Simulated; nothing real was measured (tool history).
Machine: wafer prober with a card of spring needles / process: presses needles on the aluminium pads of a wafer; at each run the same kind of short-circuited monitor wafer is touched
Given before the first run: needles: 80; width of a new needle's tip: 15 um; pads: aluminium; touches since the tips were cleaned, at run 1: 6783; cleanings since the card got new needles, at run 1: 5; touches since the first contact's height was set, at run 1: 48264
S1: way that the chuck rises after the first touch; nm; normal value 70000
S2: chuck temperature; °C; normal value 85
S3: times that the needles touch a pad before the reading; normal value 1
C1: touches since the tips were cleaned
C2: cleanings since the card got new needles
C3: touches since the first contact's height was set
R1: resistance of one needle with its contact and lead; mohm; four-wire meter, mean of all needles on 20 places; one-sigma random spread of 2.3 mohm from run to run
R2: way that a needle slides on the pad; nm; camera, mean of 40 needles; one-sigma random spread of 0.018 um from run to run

Run 1, hour 0.0: usual settings; C1 6783; C2 5; C3 48264. Result: R1 264 mohm, R2 14420 nm.
At hour 1.3: tips cleaned on abrasive film.
Run 2, hour 14.2: usual settings; C1 4529; C2 6; C3 53215. Result: R1 266 mohm, R2 14440 nm.
At hour 22.0: tips cleaned on abrasive film.
Run 3, hour 27.5: usual settings; C1 1951; C2 7; C3 57840. Result: R1 265 mohm, R2 14450 nm.
At hour 42.4: tips cleaned on abrasive film.
Run 4, hour 42.4: usual settings; C1 0; C2 8; C3 63009. Result: R1 264 mohm, R2 14450 nm.
At hour 47.6: height of the first contact set anew.
Run 5, hour 55.6: usual settings but S3 2; C1 4521; C2 8; C3 2796. Result: R1 267 mohm, R2 14460 nm.
At hour 63.0: tips cleaned on abrasive film.
Run 6, hour 68.7: usual settings but S3 2; C1 2004; C2 9; C3 7348. Result: R1 266 mohm, R2 14530 nm.
Run 7, hour 77.5: usual settings but S3 2; C1 5108; C2 9; C3 10452. Result: R1 263 mohm, R2 14480 nm.
At hour 83.9: tips cleaned on abrasive film.
Run 8, hour 86.5: usual settings but S1 75000 nm; C1 887; C2 10; C3 13542. Result: R1 265 mohm, R2 15490 nm.
Run 9, hour 97.6: usual settings but S1 75000 nm; C1 4788; C2 10; C3 17443. Result: R1 268 mohm, R2 15540 nm.
At hour 105.4: tips cleaned on abrasive film.
Run 10, hour 105.4: usual settings but S1 79000 nm; C1 0; C2 11; C3 20141. Result: R1 263 mohm, R2 16380 nm.
Run 11, hour 112.6: usual settings but S1 79000 nm, S2 44 °C; C1 2524; C2 11; C3 22665. Result: R1 253 mohm, R2 16380 nm.
Run 12, hour 122.8: usual settings but S1 64000 nm, S2 123 °C; C1 6081; C2 11; C3 26222. Result: R1 278 mohm, R2 13290 nm.
At hour 125.9: tips cleaned on abrasive film.
Run 13, hour 133.2: usual settings but S2 69 °C; C1 2562; C2 12; C3 29842. Result: R1 263 mohm, R2 14550 nm.
Run 14, hour 142.5: usual settings but S1 75000 nm, S2 104 °C, S3 2; C1 5817; C2 12; C3 33097. Result: R1 270 mohm, R2 15560 nm.
At hour 146.3: tips cleaned on abrasive film.
Run 15, hour 156.1: usual settings but S1 75000 nm, S2 104 °C, S3 2; C1 3420; C2 13; C3 37834. Result: R1 270 mohm, R2 15560 nm.
At hour 165.5: gauge calibrated.
Run 16, hour 166.2: usual settings but S1 75000 nm, S2 104 °C, S3 2; C1 6951; C2 13; C3 41365. Result: R1 271 mohm, R2 15510 nm.
At hour 167.1: tips cleaned on abrasive film.
Run 17, hour 176.9: usual settings but S1 75000 nm, S2 104 °C, S3 2; C1 3448; C2 14; C3 45090. Result: R1 268 mohm, R2 15460 nm.

Branching from run 17: 5 alternative next runs. What would each branch give?
At hour 187.8: tips cleaned on abrasive film.
Run A, hour 189.4: usual settings but S2 114 °C; C1 550; C2 15; C3 49409. Result: R1 ?, R2 ?.
At hour 187.8: tips cleaned on abrasive film.
Run B, hour 189.4: usual settings but S3 2; C1 550; C2 15; C3 49409. Result: R1 ?, R2 ?.
At hour 187.8: tips cleaned on abrasive film.
Run C, hour 189.4: usual settings but S1 66000 nm, S2 60 °C, S3 2; C1 550; C2 15; C3 49409. Result: R1 ?, R2 ?.
At hour 187.8: tips cleaned on abrasive film.
Run D, hour 189.4: usual settings but S1 75000 nm, S2 79 °C, S3 2; C1 550; C2 15; C3 49409. Result: R1 ?, R2 ?.
At hour 187.8: tips cleaned on abrasive film.
Run E, hour 189.4: usual settings but S1 50000 nm, S3 2; C1 550; C2 15; C3 49409. Result: R1 ?, R2 ?.

run   R1     R2
  A  275  14450
  B  262  14450
  C  262  13610
  D  263  15480
  E  268  10320
Take away the tool's hidden state, keep each run's random variation, and the runs would have read:
run   R1     R2
  A  274  14440
  B  262  14440
  C  262  13600
  D  263  15460
  E  268  10310
